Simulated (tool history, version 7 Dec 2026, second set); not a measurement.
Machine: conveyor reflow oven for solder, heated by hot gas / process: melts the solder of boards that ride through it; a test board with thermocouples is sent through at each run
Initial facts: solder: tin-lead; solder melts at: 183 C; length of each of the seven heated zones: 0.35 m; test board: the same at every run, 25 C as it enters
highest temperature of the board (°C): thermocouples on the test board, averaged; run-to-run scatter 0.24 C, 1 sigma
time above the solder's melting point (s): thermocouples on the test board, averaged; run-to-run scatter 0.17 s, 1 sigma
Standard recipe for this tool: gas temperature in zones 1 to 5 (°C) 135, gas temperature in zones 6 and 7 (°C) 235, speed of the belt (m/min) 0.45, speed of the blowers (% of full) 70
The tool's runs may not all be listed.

| run | hour | gas temperature in zones 1 to 5 (°C) | gas temperature in zones 6 and 7 (°C) | speed of the belt (m/min) | speed of the blowers (% of full) | highest temperature of the board (°C) | time above the solder's melting point (s) |
|---|---|---|---|---|---|---|---|
| 1 | 0 | 135 | 235 | 0.45 | 70 | 214.2 | 65.7 |
| 2 | 11.9 | 135 | 235 | 0.45 | 70 | 215.1 | 65.1 |
| 3 | 20.3 | 135 | 235 | 0.45 | 70 | 214.6 | 65.6 |
| 4 | 30.7 | 135 | 235 | 0.45 | 70 | 214.5 | 65.5 |
| 5 | 36.2 | 135 | 235 | 0.45 | 70 | 214.6 | 65.4 |
| 6 | 42.3 | 135 | 235 | 0.45 | 70 | 214.6 | 65.5 |
| 7 | 53.5 | 135 | 235 | 0.45 | 52 | 208.9 | 57.5 |
| 8 | 65.8 | 135 | 235 | 0.45 | 82 | 217.3 | 69 |
|  | 73.2 | flux residue cleaned out of gas plates and filters |
| 9 | 81.9 | 135 | 235 | 0.45 | 82 | 219.8 | 71.3 |
| 10 | 92.1 | 135 | 235 | 0.45 | 75 | 217.6 | 69.3 |
| 11 | 99.8 | 135 | 235 | 0.45 | 75 | 218 | 69.4 |
| 12 | 106.5 | 135 | 235 | 0.524 | 70 | 210.8 | 51.9 |
| 13 | 112.3 | 142 | 235 | 0.45 | 70 | 217.9 | 72.3 |
| 14 | 118.8 | 142 | 235 | 0.437 | 70 | 218.7 | 75.2 |
| 15 | 131.7 | 142 | 235 | 0.437 | 70 | 218.5 | 75.4 |
| 16 | 138.3 | 142 | 235 | 0.379 | 70 | 222.7 | 91.6 |
| 17 | 145.2 | 134 | 245 | 0.45 | 70 | 225.3 | 74.8 |
| 18 | 150.4 | 124 | 235 | 0.51 | 64 | 207.4 | 45.3 |
| 19 | 161.2 | 135 | 245 | 0.45 | 70 | 225 | 75.1 |
| 20 | 172.8 | 135 | 245 | 0.45 | 70 | 224.6 | 75.1 |
| 21 | 183.2 | 135 | 229 | 0.45 | 89 | 214.4 | 68 |
| 22 | 194.8 | 135 | 235 | 0.483 | 70 | 213.5 | 59.9 |
| 23 | 201 | 135 | 235 | 0.483 | 70 | 213.7 | 60.2 |
| 24 | 212.4 | 143 | 244 | 0.45 | 70 | 225.5 | 79 |
| 25 | 222.4 | 135 | 235 | 0.457 | 70 | 215.5 | 65.7 |
| 26 | 232.3 | 121 | 235 | 0.51 | 70 | 208.1 | 46.3 |
| 27 | 238.2 | 121 | 235 | 0.51 | 70 | 208.4 | 46 |
| 28 | 250.1 | 133 | 249 | 0.51 | 70 | 222.2 | 63.3 |
| 29 | 257.1 | 122 | 237 | 0.377 | 73 | 222.1 | 83 |
| 30 | 264 | 135 | 235 | 0.42 | 70 | 217.9 | 75 |
| 31 | 274.9 | 135 | 243 | 0.45 | 70 | 222.8 | 73.1 |

Difference, measured minus no-hidden-state, one row per run. Run-to-run variation is common to both terms; the gauge's own scatter need not be:
What the log doesn't record here: heat that the gas passes to the board, % of a clean oven's; belt's true speed, % of the reading; true gas temperature in zones 6 and 7 over the reading, C; drift of the gauge itself on peak_c, C; drift of the gauge itself on liquid_s, %.
| run | highest temperature of the board (°C) | time above the solder's melting point (s) |
|---|---|---|
| 1 | -2.6 | -3 |
| 2 | -2.7 | -3.1 |
| 3 | -2.7 | -3.1 |
| 4 | -2.9 | -3.1 |
| 5 | -2.8 | -3.2 |
| 6 | -2.9 | -3.2 |
| 7 | -2.7 | -3.6 |
| 8 | -3.1 | -3.1 |
| 9 | -1 | -0.6 |
| 10 | -1 | -0.7 |
| 11 | -1 | -0.7 |
| 12 | -1 | -0.9 |
| 13 | -1.1 | -0.7 |
| 14 | -1 | -0.8 |
| 15 | -1.1 | -0.8 |
| 16 | -1.1 | -0.7 |
| 17 | -1.2 | -0.7 |
| 18 | -1.2 | -1.2 |
| 19 | -1.3 | -0.8 |
| 20 | -1.3 | -0.8 |
| 21 | -1.5 | -1.1 |
| 22 | -1.4 | -1.3 |
| 23 | -1.5 | -1.3 |
| 24 | -1.5 | -0.8 |
| 25 | -1.6 | -1.3 |
| 26 | -1.7 | -1.8 |
| 27 | -1.8 | -1.8 |
| 28 | -1.8 | -1.1 |
| 29 | -1.7 | -1.4 |
| 30 | -1.7 | -1.3 |
| 31 | -1.9 | -1.2 |
